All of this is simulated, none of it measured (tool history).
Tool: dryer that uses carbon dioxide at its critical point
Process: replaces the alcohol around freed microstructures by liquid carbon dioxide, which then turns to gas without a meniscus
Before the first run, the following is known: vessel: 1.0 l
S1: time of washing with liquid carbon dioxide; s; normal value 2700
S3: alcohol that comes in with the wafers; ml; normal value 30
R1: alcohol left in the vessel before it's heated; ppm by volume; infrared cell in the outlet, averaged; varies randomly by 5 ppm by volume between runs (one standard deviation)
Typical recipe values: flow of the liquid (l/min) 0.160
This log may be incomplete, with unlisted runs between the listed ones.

{"run": 1, "day": 0.0, "S1": 2700, "flow of the liquid (l/min)": 0.16, "S3": 30, "R1": 188}
{"run": 2, "day": 2.45, "S1": 2700, "flow of the liquid (l/min)": 0.16, "S3": 30, "R1": 201}
{"run": 3, "day": 3.808, "S1": 2700, "flow of the liquid (l/min)": 0.16, "S3": 30, "R1": 195}
{"run": 4, "day": 6.571, "S1": 2700, "flow of the liquid (l/min)": 0.16, "S3": 30, "R1": 210}
{"run": 5, "day": 9.371, "S1": 2700, "flow of the liquid (l/min)": 0.16, "S3": 30, "R1": 212}
{"run": 6, "day": 10.671, "S1": 2700, "flow of the liquid (l/min)": 0.16, "S3": 30, "R1": 210}
{"run": 7, "day": 12.858, "S1": 2700, "flow of the liquid (l/min)": 0.16, "S3": 30, "R1": 228}
{"run": 8, "day": 14.954, "S1": 2700, "flow of the liquid (l/min)": 0.16, "S3": 30, "R1": 241}
{"run": 9, "day": 17.129, "S1": 2700, "flow of the liquid (l/min)": 0.16, "S3": 30, "R1": 224}
{"run": 10, "day": 18.958, "S1": 2700, "flow of the liquid (l/min)": 0.16, "S3": 30, "R1": 236}
{"run": 11, "day": 20.212, "S1": 2700, "flow of the liquid (l/min)": 0.16, "S3": 26, "R1": 240}
{"run": 12, "day": 22.417, "S1": 2700, "flow of the liquid (l/min)": 0.16, "S3": 30, "R1": 245}
{"run": 13, "day": 24.529, "S1": 2700, "flow of the liquid (l/min)": 0.16, "S3": 30, "R1": 247}
{"run": 14, "day": 26.904, "S1": 2700, "flow of the liquid (l/min)": 0.221, "S3": 30, "R1": 199}
{"run": 15, "day": 28.083, "S1": 2280, "flow of the liquid (l/min)": 0.16, "S3": 30, "R1": 340}
{"day": 29.1, "done": "purifier's bed changed"}
{"run": 16, "day": 31.017, "S1": 3780, "flow of the liquid (l/min)": 0.16, "S3": 66, "R1": 21}
{"run": 17, "day": 33.238, "S1": 1740, "flow of the liquid (l/min)": 0.16, "S3": 51, "R1": 790}
{"run": 18, "day": 35.404, "S1": 1680, "flow of the liquid (l/min)": 0.16, "S3": 23, "R1": 421}
{"run": 19, "day": 37.392, "S1": 1680, "flow of the liquid (l/min)": 0.16, "S3": 23, "R1": 429}
{"run": 20, "day": 39.558, "S1": 1740, "flow of the liquid (l/min)": 0.182, "S3": 24, "R1": 240}
{"run": 21, "day": 40.833, "S1": 1740, "flow of the liquid (l/min)": 0.182, "S3": 24, "R1": 246}
{"run": 22, "day": 43.342, "S1": 2400, "flow of the liquid (l/min)": 0.185, "S3": 20, "R1": 68}
{"run": 23, "day": 44.95, "S1": 2400, "flow of the liquid (l/min)": 0.252, "S3": 57, "R1": 43}
{"run": 24, "day": 47.633, "S1": 2400, "flow of the liquid (l/min)": 0.252, "S3": 57, "R1": 48}
{"run": 25, "day": 48.812, "S1": 2400, "flow of the liquid (l/min)": 0.252, "S3": 57, "R1": 55}

Predict each of these 4 candidate next runs independently; none follows another, all start after run 25:
{"run": "A", "day": 50.642, "S1": 2700, "flow of the liquid (l/min)": 0.115, "S3": 30, "R1": "?"}
{"run": "B", "day": 50.642, "S1": 2400, "flow of the liquid (l/min)": 0.252, "S3": 70, "R1": "?"}
{"run": "C", "day": 50.642, "S1": 3240, "flow of the liquid (l/min)": 0.16, "S3": 22, "R1": "?"}
{"run": "D", "day": 50.642, "S1": 1980, "flow of the liquid (l/min)": 0.258, "S3": 113, "R1": "?"}

run=A R1=363
run=B R1=56
run=C R1=54
run=D R1=110
What these runs would have given with no unlogged condition in the tool:
run=A R1=239
run=B R1=10
run=C R1=9
run=D R1=43
